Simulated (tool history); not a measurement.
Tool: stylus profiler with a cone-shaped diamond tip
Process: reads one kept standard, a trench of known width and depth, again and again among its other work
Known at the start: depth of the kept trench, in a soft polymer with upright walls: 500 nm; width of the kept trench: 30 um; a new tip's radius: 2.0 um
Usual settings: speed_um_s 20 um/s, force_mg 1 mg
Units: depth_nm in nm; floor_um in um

Run 1, hour 0: usual settings. Result: depth_nm 501.45 nm, floor_um 25.5 um.
Run 2, hour 11.5: usual settings. Result: depth_nm 501.59 nm, floor_um 25.48 um.
Run 3, hour 21.3: usual settings. Result: depth_nm 501.41 nm, floor_um 25.41 um.
Run 4, hour 35.7: usual settings but speed_um_s 28 um/s. Result: depth_nm 501.3 nm, floor_um 25.33 um.
Run 5, hour 54.1: usual settings but speed_um_s 10 um/s. Result: depth_nm 501.33 nm, floor_um 25.58 um.
Run 6, hour 66.2: usual settings but speed_um_s 10 um/s. Result: depth_nm 501.6 nm, floor_um 25.57 um.
Run 7, hour 81.6: usual settings but speed_um_s 10 um/s. Result: depth_nm 501.36 nm, floor_um 25.55 um.
Run 8, hour 96.7: usual settings but speed_um_s 28 um/s, force_mg 0.6 mg. Result: depth_nm 500.65 nm, floor_um 25.22 um.
Run 9, hour 114.1: usual settings but speed_um_s 8 um/s, force_mg 0.6 mg. Result: depth_nm 500.45 nm, floor_um 25.51 um.
Run 10, hour 128.6: usual settings but speed_um_s 19 um/s, force_mg 0.65 mg. Result: depth_nm 500.79 nm, floor_um 25.39 um.
Run 11, hour 148.2: usual settings but speed_um_s 9 um/s, force_mg 3 mg. Result: depth_nm 504.24 nm, floor_um 25.49 um.

The next listed run, before its measurement:
Run 12, hour 157: usual settings but speed_um_s 17 um/s, force_mg 1.46 mg. Result: depth_nm ?, floor_um ?.

Run 12 gave depth_nm 502.05 nm, floor_um 25.41 um.
Without the tool's hidden state the same run would have given depth_nm 503.38 nm, floor_um 27.19 um.
